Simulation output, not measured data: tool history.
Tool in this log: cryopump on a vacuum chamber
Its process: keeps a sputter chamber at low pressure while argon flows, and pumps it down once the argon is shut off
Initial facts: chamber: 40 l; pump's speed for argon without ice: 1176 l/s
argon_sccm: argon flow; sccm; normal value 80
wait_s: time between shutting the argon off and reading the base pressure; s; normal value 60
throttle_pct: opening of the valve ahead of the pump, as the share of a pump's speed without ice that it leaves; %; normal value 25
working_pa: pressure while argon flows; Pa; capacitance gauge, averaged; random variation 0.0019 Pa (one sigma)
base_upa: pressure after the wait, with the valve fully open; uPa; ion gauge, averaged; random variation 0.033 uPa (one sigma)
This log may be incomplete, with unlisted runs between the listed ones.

Run 1, hour 0: usual settings. Result: working_pa 0.4706 Pa, base_upa 2.83 uPa.
Run 2, hour 22.4: usual settings. Result: working_pa 0.4709 Pa, base_upa 2.84 uPa.
Run 3, hour 42.7: usual settings. Result: working_pa 0.471 Pa, base_upa 2.94 uPa.
Run 4, hour 69.6: usual settings. Result: working_pa 0.4726 Pa, base_upa 2.88 uPa.
Run 5, hour 92.2: usual settings but argon_sccm 39 sccm. Result: working_pa 0.2309 Pa, base_upa 2.98 uPa.
Run 6, hour 109.4: usual settings but argon_sccm 39 sccm. Result: working_pa 0.2326 Pa, base_upa 3.03 uPa.
Run 7, hour 125.5: usual settings but throttle_pct 24 %. Result: working_pa 0.4903 Pa, base_upa 3.14 uPa.
Run 8, hour 158.3: usual settings but throttle_pct 52 %. Result: working_pa 0.2354 Pa, base_upa 3.02 uPa.
Run 9, hour 177.9: usual settings but throttle_pct 52 %. Result: working_pa 0.2376 Pa, base_upa 3.24 uPa.
Run 10, hour 198.9: usual settings but throttle_pct 22 %. Result: working_pa 0.5413 Pa, base_upa 3.23 uPa.
Run 11, hour 221.7: usual settings but throttle_pct 22 %. Result: working_pa 0.539 Pa, base_upa 3.32 uPa.
Run 12, hour 253.1: usual settings but throttle_pct 24 %. Result: working_pa 0.4958 Pa, base_upa 3.26 uPa.
Run 13, hour 285.7: usual settings but throttle_pct 18 %. Result: working_pa 0.6579 Pa, base_upa 3.34 uPa.
Run 14, hour 321.7: usual settings but throttle_pct 18 %. Result: working_pa 0.6605 Pa, base_upa 3.41 uPa.
Run 15, hour 356.4: usual settings but throttle_pct 18 %. Result: working_pa 0.6625 Pa, base_upa 3.54 uPa.
At hour 384: pump warmed up, emptied and cooled again.
Run 16, hour 384.7: usual settings. Result: working_pa 0.4602 Pa, base_upa 3.15 uPa.
Run 17, hour 420.7: usual settings. Result: working_pa 0.462 Pa, base_upa 3.22 uPa.
Run 18, hour 451.9: usual settings but argon_sccm 48 sccm, throttle_pct 40 %. Result: working_pa 0.1744 Pa, base_upa 3.33 uPa.
Run 19, hour 484.9: usual settings but argon_sccm 127 sccm, wait_s 285 s, throttle_pct 15 %. Result: working_pa 1.2282 Pa, base_upa 2.15 uPa.
Run 20, hour 516.4: usual settings but throttle_pct 42 %. Result: working_pa 0.2786 Pa, base_upa 3.42 uPa.
Run 21, hour 547.6: usual settings but argon_sccm 96 sccm, wait_s 206 s, throttle_pct 42 %. Result: working_pa 0.337 Pa, base_upa 2.47 uPa.
Run 22, hour 573.7: usual settings but argon_sccm 48 sccm, wait_s 109 s, throttle_pct 43 %. Result: working_pa 0.1644 Pa, base_upa 2.83 uPa.
Run 23, hour 592.8: usual settings but argon_sccm 48 sccm, wait_s 109 s, throttle_pct 43 %. Result: working_pa 0.165 Pa, base_upa 2.82 uPa.
Run 24, hour 608.1: usual settings but argon_sccm 87 sccm, wait_s 104 s, throttle_pct 23 %. Result: working_pa 0.5502 Pa, base_upa 2.83 uPa.
Run 25, hour 635.4: usual settings but argon_sccm 50 sccm, wait_s 22 s, throttle_pct 21 %. Result: working_pa 0.347 Pa, base_upa 6.17 uPa.
Run 26, hour 662: usual settings but argon_sccm 33 sccm, wait_s 27 s, throttle_pct 16 %. Result: working_pa 0.2999 Pa, base_upa 5.55 uPa.
Run 27, hour 685.6: usual settings but argon_sccm 91 sccm, wait_s 23 s, throttle_pct 28 %. Result: working_pa 0.4832 Pa, base_upa 6.07 uPa.
Run 28, hour 707.7: usual settings but argon_sccm 154 sccm, wait_s 139 s, throttle_pct 22 %. Result: working_pa 1.0223 Pa, base_upa 2.78 uPa.
Run 29, hour 729.6: usual settings but argon_sccm 154 sccm, wait_s 139 s, throttle_pct 22 %. Result: working_pa 1.0212 Pa, base_upa 2.96 uPa.
Run 30, hour 748: usual settings but argon_sccm 115 sccm, wait_s 61 s, throttle_pct 27 %. Result: working_pa 0.6292 Pa, base_upa 3.73 uPa.
Run 31, hour 783.4: usual settings but argon_sccm 74 sccm, wait_s 61 s, throttle_pct 27 %. Result: working_pa 0.4046 Pa, base_upa 3.84 uPa.
Run 32, hour 814.4: usual settings but argon_sccm 139 sccm. Result: working_pa 0.8238 Pa, base_upa 3.92 uPa.
Run 33, hour 841.9: usual settings but argon_sccm 139 sccm. Result: working_pa 0.8276 Pa, base_upa 3.88 uPa.

3 ways to go on from here, each from the tool as it stands after run 33. What would each give?
Run A, hour 865.5: usual settings but argon_sccm 105 sccm, wait_s 68 s, throttle_pct 59 %. Result: working_pa ?, base_upa ?.
Run B, hour 865.5: usual settings but argon_sccm 139 sccm, wait_s 126 s. Result: working_pa ?, base_upa ?.
Run C, hour 865.5: usual settings but argon_sccm 139 sccm, throttle_pct 38 %. Result: working_pa ?, base_upa ?.

run  working_pa  base_upa
  A      0.2749      3.83
  B      0.8243       3.1
  C      0.5509      3.96
The same runs, with their run-to-run variation unchanged, on a tool lacking any hidden condition would have given:
run  working_pa  base_upa
  A      0.2549       1.6
  B      0.7977      0.92
  C      0.5244      1.74

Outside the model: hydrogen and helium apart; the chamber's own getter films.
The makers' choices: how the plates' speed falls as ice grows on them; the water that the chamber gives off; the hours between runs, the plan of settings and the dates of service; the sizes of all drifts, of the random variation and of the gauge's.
